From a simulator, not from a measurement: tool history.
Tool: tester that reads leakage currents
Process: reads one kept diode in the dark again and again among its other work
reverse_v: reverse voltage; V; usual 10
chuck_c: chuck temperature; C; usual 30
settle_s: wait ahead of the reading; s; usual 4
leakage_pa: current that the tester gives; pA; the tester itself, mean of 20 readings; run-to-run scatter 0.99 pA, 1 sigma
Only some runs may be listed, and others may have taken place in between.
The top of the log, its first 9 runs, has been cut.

run	day	reverse_v	chuck_c	settle_s	leakage_pa
10	83.833	4.6	43	4	637.61
11	89.496	10	30	1.53	326.73
12	101.2	10	30	1.53	319.93
13	108.004	10	41	4	805.93
14	113.712	10	41	4	798.41
# day 114.808: chuck's temperature calibrated
15	124.942	10	41	4	892.69
16	132.067	10	41	4	881.86
# day 142.971: probe card cleaned and baked, once more
17	143.792	10	41	4	840.72
18	149.604	10	41	4	837.69
19	160.412	10	41	4	820.23
20	165.446	14.7	31	1.42	420.62
21	176.171	6.5	31	1.42	264.34
# day 178.967: tester calibrated
22	186.562	6.9	31	1.42	276.72
23	194.246	10	30	1.75	307.25
24	205.838	10	22	4	144.57
# day 212.142: chuck's temperature calibrated
25	212.938	1.1	30	2.94	100.65
26	218.254	3.6	30	1.46	193.14
27	228.825	1	21	1.46	40.87
28	239.383	2.8	20	1.46	64.89
29	245.35	2.8	20	1.46	64.61
30	255.496	1.7	39	4	268.85
31	266.746	1.7	39	4	265.85
32	273.017	15	23	1.71	216.99

Expected results for the next run?
33	283.325	2.4	23	1.71	?

{"run 33": {"leakage_pa": 74.84}}
On a tool with no hidden condition, and with the same random variation, this run would have come out at leakage_pa 78.99 pA.
